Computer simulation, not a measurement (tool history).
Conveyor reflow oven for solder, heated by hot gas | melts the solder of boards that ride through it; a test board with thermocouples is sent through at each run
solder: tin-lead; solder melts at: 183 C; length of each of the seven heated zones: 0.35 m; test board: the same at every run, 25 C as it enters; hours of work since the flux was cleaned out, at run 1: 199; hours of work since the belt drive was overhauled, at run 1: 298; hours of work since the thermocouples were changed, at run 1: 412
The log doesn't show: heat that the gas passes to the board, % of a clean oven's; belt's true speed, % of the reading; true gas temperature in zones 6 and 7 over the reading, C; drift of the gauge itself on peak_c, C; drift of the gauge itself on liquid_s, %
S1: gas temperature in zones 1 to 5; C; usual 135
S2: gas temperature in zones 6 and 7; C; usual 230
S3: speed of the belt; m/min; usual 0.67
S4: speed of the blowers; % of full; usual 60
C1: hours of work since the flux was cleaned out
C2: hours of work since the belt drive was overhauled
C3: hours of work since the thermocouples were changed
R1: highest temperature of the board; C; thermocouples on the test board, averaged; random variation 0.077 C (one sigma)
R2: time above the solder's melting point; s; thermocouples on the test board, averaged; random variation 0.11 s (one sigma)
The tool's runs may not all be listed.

run	hour	S1	S2	S3	S4	C1	C2	C3	R1	R2
1	0	135	230	0.67	60	199	298	412	212.39	42.7
2	31.3	135	230	0.67	60	212	311	425	212.38	42.6
3	65.3	135	230	0.67	60	227	325	440	212.35	42.8
4	87.3	135	237	0.67	60	236	334	449	218.29	46.9
5	125.5	135	237	0.67	60	252	350	465	218.27	46.6
6	160	135	237	0.67	60	267	365	480	218.25	46.7
7	176.6	135	241	0.67	60	274	372	487	221.52	48.8
8	211.2	135	230	0.67	60	288	387	501	212.22	42.7
9	250.5	135	230	0.67	60	305	403	518	212.08	42.6
10	272.1	135	230	0.67	60	314	412	527	212.09	42.5
# hour 288.5: flux residue cleaned out of gas plates and filters
11	300.8	135	230	0.67	60	5	422	537	213.79	44
12	336.5	135	230	0.67	60	20	437	552	213.74	43.9
13	368.4	135	230	0.67	60	34	451	565	213.76	43.8
14	392.4	135	230	0.67	60	44	461	575	213.61	43.9
15	416.9	135	230	0.67	60	54	471	586	213.66	43.9

Run 16 comes next. What will it give?
16	449.9	135	223	0.67	60	68	485	600	?	?

Run 16 gave R1 207.51 C, R2 39.2 s.
Without the tool's hidden state the same run would have given R1 206.4 C, R2 37.9 s.
